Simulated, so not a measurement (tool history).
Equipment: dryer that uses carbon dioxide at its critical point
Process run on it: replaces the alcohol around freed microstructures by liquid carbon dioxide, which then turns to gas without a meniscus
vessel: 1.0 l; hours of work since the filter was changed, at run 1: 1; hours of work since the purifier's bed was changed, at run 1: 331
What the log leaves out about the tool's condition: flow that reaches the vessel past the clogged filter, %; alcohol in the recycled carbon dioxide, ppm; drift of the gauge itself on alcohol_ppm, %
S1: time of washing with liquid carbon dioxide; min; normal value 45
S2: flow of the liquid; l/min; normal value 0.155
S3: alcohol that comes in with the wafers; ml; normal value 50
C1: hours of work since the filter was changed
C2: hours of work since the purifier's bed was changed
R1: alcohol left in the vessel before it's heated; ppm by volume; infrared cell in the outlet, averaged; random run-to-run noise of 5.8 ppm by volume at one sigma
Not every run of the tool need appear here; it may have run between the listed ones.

run 1 hour=0.0 | S1=45 S2=0.155 S3=50 | C1=1 C2=331 | R1=221
run 2 hour=19.8 | S1=45 S2=0.155 S3=88 | C1=11 C2=341 | R1=383
run 3 hour=42.3 | S1=45 S2=0.155 S3=88 | C1=23 C2=352 | R1=371
run 4 hour=60.6 | S1=45 S2=0.155 S3=88 | C1=32 C2=361 | R1=392
run 5 hour=74.4 | S1=45 S2=0.136 S3=50 | C1=39 C2=368 | R1=407
run 6 hour=102.2 | S1=45 S2=0.136 S3=50 | C1=53 C2=382 | R1=409
run 7 hour=130.0 | S1=45 S2=0.136 S3=102 | C1=67 C2=396 | R1=827
run 8 hour=149.3 | S1=58 S2=0.135 S3=51 | C1=76 C2=406 | R1=150
run 9 hour=163.0 | S1=58 S2=0.135 S3=51 | C1=83 C2=412 | R1=148
run 10 hour=184.0 | S1=46 S2=0.155 S3=88 | C1=93 C2=423 | R1=378
run 11 hour=207.3 | S1=46 S2=0.155 S3=88 | C1=105 C2=435 | R1=377

Forecast each of these 3 alternatives for the next run:
run A hour=220.6 | S1=46 S2=0.129 S3=29 | C1=112 C2=441 | R1=?
run B hour=220.6 | S1=27 S2=0.155 S3=63 | C1=112 C2=441 | R1=?
run C hour=220.6 | S1=44 S2=0.155 S3=50 | C1=112 C2=441 | R1=?

run=A R1=309
run=B R1=2484
run=C R1=289
With no hidden state in the tool, these same runs would have given:
run=A R1=244
run=B R1=2252
run=C R1=223
